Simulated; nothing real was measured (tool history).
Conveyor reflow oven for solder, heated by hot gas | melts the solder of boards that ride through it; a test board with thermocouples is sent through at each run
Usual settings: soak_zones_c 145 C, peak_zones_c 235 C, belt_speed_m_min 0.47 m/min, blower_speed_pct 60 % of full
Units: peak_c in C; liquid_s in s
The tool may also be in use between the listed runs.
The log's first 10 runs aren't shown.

run     day  soak_zones_c  peak_zones_c  belt_speed_m_min  blower_speed_pct  hours of work since the flux was cleaned out  hours of work since the belt drive was overhauled  hours of work since the thermocouples were changed  peak_c  liquid_s
 11   5.688           145           235              0.47                60                                            73                                                527                                                 330   221.5      73.9
 12   6.454           134           235              0.47                60                                            83                                                537                                                 340   219.5      67.8
 13   7.229           134           235              0.47                60                                            93                                                547                                                 350   220.1        68
 14   7.971           145           224              0.47                60                                           103                                                557                                                 360   212.2      65.7
 15   8.646           145           224              0.47                60                                           112                                                567                                                 370   211.9      65.7
 16   9.088           145           230             0.437                60                                           118                                                573                                                 375   219.1      78.1
 17   9.429           145           230             0.437                60                                           123                                                577                                                 380     219      78.4
 18   9.862           145           230             0.437                60                                           129                                                583                                                 386   219.2        78
 19    10.3           130           239              0.47                60                                           135                                                589                                                 392   222.6      69.4
 20  10.892           133           239             0.452                79                                           143                                                597                                                 400   229.2      78.6
 21  11.617           145           247             0.433                50                                           152                                                607                                                 410   231.3      87.9
 22  11.983           147           245             0.452                66                                           157                                                612                                                 414   233.1      86.2
 23  12.667           135           241             0.394                63                                           167                                                621                                                 424   231.4      92.6
 24  13.229           152           235              0.47                52                                           174                                                628                                                 431   220.2        76
 25  13.575           141           238              0.47                52                                           179                                                633                                                 436   220.5      71.3
 26  13.896           141           238              0.47                52                                           183                                                637                                                 440   220.8      71.3
 27  14.367           151           235             0.536                56                                           190                                                644                                                 447   217.4      63.6
 28  15.125           151           235             0.536                56                                           200                                                654                                                 457   217.7      63.5
 29  15.446           151           235             0.536                80                                           204                                                658                                                 461   223.2      68.8
 30  15.992           151           240             0.536                80                                           211                                                666                                                 468   228.3      71.5

5 ways to go on from here, each from the tool as it stands after run 30. What would each give?
  A  16.454           154           235             0.445                55                                           218                                                672                                                 475       ?         ?
  B  16.454           145           235              0.53                60                                           218                                                672                                                 475       ?         ?
  C  16.454           150           225              0.47                60                                           218                                                672                                                 475       ?         ?
  D  16.454           151           229             0.457                71                                           218                                                672                                                 475       ?         ?
  E  16.454           151           232             0.485                79                                           218                                                672                                                 475       ?         ?

run  peak_c  liquid_s
  A   222.9      84.1
  B   217.8      62.3
  C     213        70
  D   220.2      78.9
  E   222.8      76.1
Without the tool's hidden state the same runs would have given:
run  peak_c  liquid_s
  A   222.9      84.1
  B   217.9      62.3
  C   213.1        70
  D   220.2      78.9
  E   222.9      76.1

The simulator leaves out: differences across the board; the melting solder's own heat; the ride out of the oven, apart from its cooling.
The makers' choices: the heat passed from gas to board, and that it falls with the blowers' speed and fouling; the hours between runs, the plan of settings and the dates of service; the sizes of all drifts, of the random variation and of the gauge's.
